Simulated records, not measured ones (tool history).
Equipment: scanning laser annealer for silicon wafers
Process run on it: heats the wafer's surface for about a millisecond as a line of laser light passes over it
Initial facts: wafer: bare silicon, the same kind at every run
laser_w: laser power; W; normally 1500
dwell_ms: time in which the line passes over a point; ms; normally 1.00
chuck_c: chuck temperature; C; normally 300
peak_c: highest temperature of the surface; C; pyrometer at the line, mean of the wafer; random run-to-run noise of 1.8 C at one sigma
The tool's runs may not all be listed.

run     day  laser_w  dwell_ms  chuck_c  peak_c
  1   0.000     1500      1.00      300     995
  2   1.033     1500      1.00      300     997
  3   2.838     1500      0.75      300     900
  4   4.883     1500      1.00      316    1006
  5   6.975     1500      1.06      300    1008
      7.612  -- window over the wafer cleaned
  6   8.204     1500      1.06      300    1027
  7   9.958     1550      1.00      300    1031
  8  10.938     1550      1.00      300    1030
  9  12.958     1550      1.00      300    1029
 10  14.621     1500      1.00      300    1003
 11  16.675     1500      1.00      300     996
 12  18.896     1500      1.00      300     995
 13  21.133     1500      1.00      300     992
 14  23.325     1500      1.00      300     990
 15  25.667     1500      1.00      300     987
 16  26.983     1500      1.00      300     983
     28.425  -- window over the wafer cleaned
 17  29.150     1500      1.00      278     981
 18  30.792     1500      0.76      300     911
 19  32.571     1500      0.76      300     912
 20  34.412     1500      0.76      300     908
 21  35.642     1532      0.76      300     920
 22  37.200     1637      1.01      300    1066
     38.842  -- optics aligned, line set to its width
 23  39.417     1637      1.01      300    1085
 24  40.429     1532      1.01      289    1014
 25  42.688     1532      1.01      289    1009
 26  45.125     1279      0.88      316     869
 27  46.950     1279      0.88      316     867
 28  48.550     1279      0.88      316     863
     49.371  -- window over the wafer cleaned
 29  50.646     1279      0.88      316     876
 30  53.042     1357      1.00      339     977
 31  54.942     1611      0.91      284    1015
 32  56.125     1406      1.00      297     958
 33  58.000     1500      1.17      261    1022
 34  59.708     1500      1.18      296    1061
 35  60.717     1492      1.18      273    1032
 36  61.696     1500      1.08      305    1034
 37  63.233     1500      1.08      305    1032
 38  65.171     1500      0.87      284     934
 39  66.550     1413      0.95      300     934
 40  68.346     1514      1.18      300    1061
     70.242  -- window over the wafer cleaned
 41  70.408     1514      1.18      300    1077

The same runs without the tool's hidden state, with the same run-to-run variation:
The tool's hidden condition here consists of: light that passes the window, % of a clean one's; laser's true power over the reading, %; width of the line over the set one, %; drift of the gauge itself on peak_c, C.
run  peak_c
  1    1026
  2    1029
  3     930
  4    1043
  5    1048
  6    1047
  7    1054
  8    1054
  9    1056
 10    1031
 11    1026
 12    1028
 13    1028
 14    1028
 15    1028
 16    1026
 17    1006
 18     935
 19     937
 20     935
 21     950
 22    1104
 23    1108
 24    1036
 25    1034
 26     890
 27     890
 28     888
 29     886
 30     991
 31    1033
 32     976
 33    1046
 34    1087
 35    1059
 36    1061
 37    1061
 38     962
 39     964
 40    1098
 41    1095
